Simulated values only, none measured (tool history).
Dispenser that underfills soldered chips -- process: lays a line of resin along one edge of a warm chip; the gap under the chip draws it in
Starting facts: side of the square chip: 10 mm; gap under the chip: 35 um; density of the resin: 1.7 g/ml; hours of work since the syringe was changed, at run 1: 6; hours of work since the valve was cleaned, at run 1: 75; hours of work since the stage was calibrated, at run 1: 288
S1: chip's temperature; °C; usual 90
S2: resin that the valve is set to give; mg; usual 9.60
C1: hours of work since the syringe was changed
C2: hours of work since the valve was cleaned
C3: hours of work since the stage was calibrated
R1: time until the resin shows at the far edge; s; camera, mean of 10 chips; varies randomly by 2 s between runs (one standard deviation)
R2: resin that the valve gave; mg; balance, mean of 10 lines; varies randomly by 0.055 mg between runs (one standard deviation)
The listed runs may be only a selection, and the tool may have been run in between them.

run 1 day=0.000 | S1=90 S2=9.60 | C1=6 C2=75 C3=288 | R1=228.6 R2=9.33
-- day=0.138 new syringe of resin
run 2 day=0.225 | S1=90 S2=11.16 | C1=2 C2=79 C3=291 | R1=198.7 R2=10.84
-- day=0.650 new syringe of resin
run 3 day=0.667 | S1=90 S2=11.16 | C1=0 C2=86 C3=299 | R1=186.0 R2=10.67
run 4 day=0.862 | S1=90 S2=8.55 | C1=4 C2=90 C3=302 | R1=212.6 R2=8.27
-- day=1.133 new syringe of resin
run 5 day=1.267 | S1=90 S2=8.76 | C1=2 C2=97 C3=309 | R1=202.7 R2=8.36
-- day=1.621 new syringe of resin
run 6 day=1.625 | S1=90 S2=8.76 | C1=0 C2=103 C3=315 | R1=192.8 R2=8.41
run 7 day=2.075 | S1=90 S2=8.76 | C1=8 C2=111 C3=323 | R1=247.6 R2=8.38
-- day=2.108 new syringe of resin
run 8 day=2.554 | S1=90 S2=8.76 | C1=8 C2=119 C3=332 | R1=252.2 R2=8.46
-- day=2.604 new syringe of resin
run 9 day=2.879 | S1=90 S2=8.88 | C1=5 C2=124 C3=337 | R1=212.8 R2=8.42
-- day=3.112 new syringe of resin
run 10 day=3.250 | S1=98 S2=9.60 | C1=2 C2=131 C3=343 | R1=151.3 R2=9.11
run 11 day=3.583 | S1=98 S2=9.60 | C1=8 C2=137 C3=349 | R1=185.2 R2=9.11
-- day=3.621 new syringe of resin
-- day=4.017 dispensing valve cleaned and set on the balance
run 12 day=4.029 | S1=90 S2=10.37 | C1=6 C2=0 C3=356 | R1=222.7 R2=10.33
-- day=4.150 new syringe of resin
run 13 day=4.383 | S1=90 S2=10.37 | C1=4 C2=6 C3=362 | R1=204.3 R2=10.44
-- day=4.650 new syringe of resin
run 14 day=4.862 | S1=90 S2=9.60 | C1=4 C2=14 C3=371 | R1=209.1 R2=9.60
-- day=5.150 new syringe of resin
run 15 day=5.238 | S1=90 S2=9.60 | C1=2 C2=21 C3=377 | R1=190.6 R2=9.40
-- day=5.667 new syringe of resin
run 16 day=5.683 | S1=100 S2=9.60 | C1=0 C2=29 C3=385 | R1=131.8 R2=9.45
run 17 day=5.879 | S1=100 S2=9.60 | C1=4 C2=32 C3=388 | R1=145.5 R2=9.53
-- day=6.175 new syringe of resin
run 18 day=6.183 | S1=90 S2=12.42 | C1=0 C2=37 C3=393 | R1=180.4 R2=12.20
run 19 day=6.617 | S1=93 S2=11.05 | C1=8 C2=45 C3=401 | R1=207.6 R2=10.88
-- day=6.675 new syringe of resin
run 20 day=6.879 | S1=93 S2=11.05 | C1=4 C2=49 C3=405 | R1=182.2 R2=10.96
-- day=7.158 new syringe of resin
run 21 day=7.262 | S1=98 S2=8.45 | C1=2 C2=56 C3=412 | R1=148.2 R2=8.31
run 22 day=7.625 | S1=90 S2=11.77 | C1=8 C2=62 C3=418 | R1=229.8 R2=11.56
-- day=7.667 new syringe of resin
run 23 day=7.829 | S1=97 S2=11.77 | C1=3 C2=66 C3=422 | R1=155.7 R2=11.54

Run 24 has not been measured yet. What should we expect?
-- day=8.167 new syringe of resin
run 24 day=8.175 | S1=97 S2=11.77 | C1=0 C2=71 C3=428 | R1=? R2=?

{"run 24": {"R1": 139.4, "R2": 11.45}}
Had the tool carried no hidden state, the very same run would have given R1 152.8 s, R2 11.74 mg.
